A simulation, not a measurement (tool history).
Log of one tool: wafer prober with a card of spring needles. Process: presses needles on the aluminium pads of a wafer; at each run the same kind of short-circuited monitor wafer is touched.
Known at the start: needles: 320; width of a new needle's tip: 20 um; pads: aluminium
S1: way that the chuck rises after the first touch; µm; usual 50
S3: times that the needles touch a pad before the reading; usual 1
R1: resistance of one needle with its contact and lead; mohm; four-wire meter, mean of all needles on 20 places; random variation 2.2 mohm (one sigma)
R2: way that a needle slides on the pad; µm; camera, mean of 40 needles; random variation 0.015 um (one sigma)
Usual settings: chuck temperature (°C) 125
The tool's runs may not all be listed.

{"run": 1, "hour": 0.0, "S1": 50, "chuck temperature (°C)": 125, "S3": 1, "R1": 489, "R2": 7.36}
{"hour": 6.3, "done": "tips cleaned on abrasive film"}
{"run": 2, "hour": 17.9, "S1": 46, "chuck temperature (°C)": 125, "S3": 1, "R1": 555, "R2": 6.73}
{"hour": 19.6, "done": "tips cleaned on abrasive film"}
{"run": 3, "hour": 28.9, "S1": 50, "chuck temperature (°C)": 122, "S3": 1, "R1": 500, "R2": 7.33}
{"hour": 32.8, "done": "tips cleaned on abrasive film"}
{"run": 4, "hour": 41.9, "S1": 50, "chuck temperature (°C)": 122, "S3": 1, "R1": 501, "R2": 7.3}
{"hour": 45.8, "done": "tips cleaned on abrasive film"}
{"run": 5, "hour": 53.5, "S1": 50, "chuck temperature (°C)": 79, "S3": 1, "R1": 499, "R2": 7.31}
{"hour": 59.3, "done": "tips cleaned on abrasive film"}
{"run": 6, "hour": 68.9, "S1": 50, "chuck temperature (°C)": 79, "S3": 1, "R1": 522, "R2": 7.3}
{"hour": 72.5, "done": "tips cleaned on abrasive film"}
{"run": 7, "hour": 77.4, "S1": 50, "chuck temperature (°C)": 79, "S3": 1, "R1": 482, "R2": 7.29}
{"hour": 80.7, "done": "height of the first contact set anew"}
{"hour": 85.8, "done": "tips cleaned on abrasive film"}
{"run": 8, "hour": 94.9, "S1": 50, "chuck temperature (°C)": 79, "S3": 1, "R1": 500, "R2": 7.52}
{"hour": 99.1, "done": "tips cleaned on abrasive film"}
{"run": 9, "hour": 103.8, "S1": 50, "chuck temperature (°C)": 125, "S3": 1, "R1": 460, "R2": 7.49}
{"hour": 112.1, "done": "tips cleaned on abrasive film"}
{"run": 10, "hour": 114.4, "S1": 50, "chuck temperature (°C)": 125, "S3": 1, "R1": 398, "R2": 7.47}
{"hour": 125.4, "done": "tips cleaned on abrasive film"}
{"run": 11, "hour": 128.8, "S1": 50, "chuck temperature (°C)": 125, "S3": 1, "R1": 429, "R2": 7.46}
{"hour": 138.3, "done": "tips cleaned on abrasive film"}
{"run": 12, "hour": 139.6, "S1": 50, "chuck temperature (°C)": 125, "S3": 2, "R1": 313, "R2": 7.46}
{"run": 13, "hour": 147.3, "S1": 50, "chuck temperature (°C)": 125, "S3": 1, "R1": 496, "R2": 7.48}
{"hour": 151.7, "done": "tips cleaned on abrasive film"}
{"run": 14, "hour": 164.2, "S1": 50, "chuck temperature (°C)": 125, "S3": 1, "R1": 504, "R2": 7.45}
{"hour": 165.7, "done": "tips cleaned on abrasive film"}
{"hour": 180.1, "done": "tips cleaned on abrasive film"}
{"run": 15, "hour": 181.4, "S1": 50, "chuck temperature (°C)": 125, "S3": 1, "R1": 378, "R2": 7.37}
{"run": 16, "hour": 189.1, "S1": 53, "chuck temperature (°C)": 125, "S3": 1, "R1": 479, "R2": 7.84}
{"hour": 193.0, "done": "tips cleaned on abrasive film"}
{"run": 17, "hour": 201.3, "S1": 50, "chuck temperature (°C)": 125, "S3": 1, "R1": 496, "R2": 7.39}
{"hour": 206.0, "done": "tips cleaned on abrasive film"}
{"run": 18, "hour": 215.4, "S1": 32, "chuck temperature (°C)": 36, "S3": 3, "R1": 502, "R2": 4.67}
{"hour": 218.9, "done": "tips cleaned on abrasive film"}
{"hour": 232.2, "done": "tips cleaned on abrasive film"}
{"run": 19, "hour": 232.2, "S1": 40, "chuck temperature (°C)": 46, "S3": 2, "R1": 265, "R2": 5.83}
{"hour": 245.9, "done": "tips cleaned on abrasive film"}
{"run": 20, "hour": 245.9, "S1": 68, "chuck temperature (°C)": 36, "S3": 1, "R1": 226, "R2": 10.05}
{"run": 21, "hour": 256.9, "S1": 68, "chuck temperature (°C)": 36, "S3": 2, "R1": 319, "R2": 10.05}
{"hour": 259.5, "done": "tips cleaned on abrasive film"}
{"run": 22, "hour": 266.0, "S1": 68, "chuck temperature (°C)": 36, "S3": 2, "R1": 309, "R2": 10.01}
{"hour": 273.2, "done": "tips cleaned on abrasive film"}
{"run": 23, "hour": 275.5, "S1": 68, "chuck temperature (°C)": 36, "S3": 2, "R1": 274, "R2": 9.99}
{"hour": 287.3, "done": "tips cleaned on abrasive film"}
{"run": 24, "hour": 289.5, "S1": 68, "chuck temperature (°C)": 36, "S3": 2, "R1": 286, "R2": 10}

The next listed run, before its measurement:
{"run": 25, "hour": 299.6, "S1": 68, "chuck temperature (°C)": 36, "S3": 2, "R1": "?", "R2": "?"}

{"run 25": {"R1": 324, "R2": 9.97}}
Without the tool's hidden state the same run would have given R1 215 mohm, R2 10.24 µm.
